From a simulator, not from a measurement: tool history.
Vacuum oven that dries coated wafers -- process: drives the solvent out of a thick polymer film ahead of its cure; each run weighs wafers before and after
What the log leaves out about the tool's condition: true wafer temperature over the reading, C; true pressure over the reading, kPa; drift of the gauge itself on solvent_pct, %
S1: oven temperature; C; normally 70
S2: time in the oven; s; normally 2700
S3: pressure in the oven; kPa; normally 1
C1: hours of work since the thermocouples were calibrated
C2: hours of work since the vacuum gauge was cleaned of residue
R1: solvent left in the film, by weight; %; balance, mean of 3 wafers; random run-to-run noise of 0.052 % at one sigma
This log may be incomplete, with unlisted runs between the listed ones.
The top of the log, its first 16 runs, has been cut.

run,hour,S1,S2,S3,C1,C2,R1
17,550.7,70,2700,1.45,1125,978,1.75
18,572.9,66,2700,1,1141,994,2.16
19,600.9,66,2700,1,1161,1014,2.1
20,624.7,70,2460,1,1178,1031,1.61
21,674.5,70,2460,1,1213,1066,1.67
22,698.3,70,2460,1,1230,1083,1.67
23,742.4,80,2880,3.48,1261,1114,1.79
24,787.1,80,2880,3.48,1293,1146,1.81
25,823.5,70,2700,0.6,1319,1172,1.09
26,849.3,70,2700,0.6,1337,1190,1.17

Run 27 is up next; what results do you expect?
27,894.6,70,2700,0.6,1369,1222,?

R1: 1.12 %
Had the tool carried no hidden state, the very same run would have given R1 1.13 %.
